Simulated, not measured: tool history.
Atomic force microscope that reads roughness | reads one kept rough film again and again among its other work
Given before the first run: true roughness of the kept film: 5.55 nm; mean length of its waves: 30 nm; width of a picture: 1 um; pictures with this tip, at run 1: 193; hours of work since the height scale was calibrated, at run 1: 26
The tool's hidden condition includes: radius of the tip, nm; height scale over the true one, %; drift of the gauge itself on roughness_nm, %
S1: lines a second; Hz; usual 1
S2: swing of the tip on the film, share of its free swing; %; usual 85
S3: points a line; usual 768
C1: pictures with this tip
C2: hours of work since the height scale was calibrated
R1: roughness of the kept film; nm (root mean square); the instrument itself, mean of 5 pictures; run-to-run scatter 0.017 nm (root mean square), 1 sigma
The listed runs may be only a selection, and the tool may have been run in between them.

| run | hour | S1 | S2 | S3 | C1 | C2 | R1 |
|---|---|---|---|---|---|---|---|
| 1 | 0 | 1 | 85 | 768 | 193 | 26 | 3.359 |
| 2 | 6.5 | 1 | 85 | 768 | 203 | 30 | 3.327 |
| 3 | 16.2 | 1 | 85 | 688 | 217 | 37 | 3.302 |
| 4 | 25.3 | 1 | 85 | 688 | 230 | 44 | 3.244 |
| 5 | 33.2 | 1 | 85 | 791 | 242 | 49 | 3.251 |
| 6 | 40.4 | 1 | 85 | 791 | 253 | 54 | 3.203 |
| 7 | 49.6 | 1 | 85 | 791 | 266 | 61 | 3.184 |
| 8 | 58.6 | 1 | 85 | 791 | 280 | 67 | 3.126 |
| 9 | 66.3 | 1 | 85 | 791 | 291 | 72 | 3.093 |
| 10 | 76.4 | 1 | 85 | 791 | 306 | 80 | 3.042 |
| 11 | 83.9 | 1 | 67 | 791 | 317 | 85 | 3.203 |
|  | 86.7 | new tip fitted |
| 12 | 94.8 | 1 | 67 | 791 | 12 | 92 | 4.236 |
| 13 | 105.2 | 1 | 85 | 768 | 27 | 100 | 3.986 |

Estimate the outcome of run 14 from the log above:
| 14 | 112.4 | 0.84 | 85 | 296 | 38 | 105 | ? |

R1: 3.936 nm (root mean square)
Without the tool's hidden state the same run would have given R1 4.085 nm (root mean square).
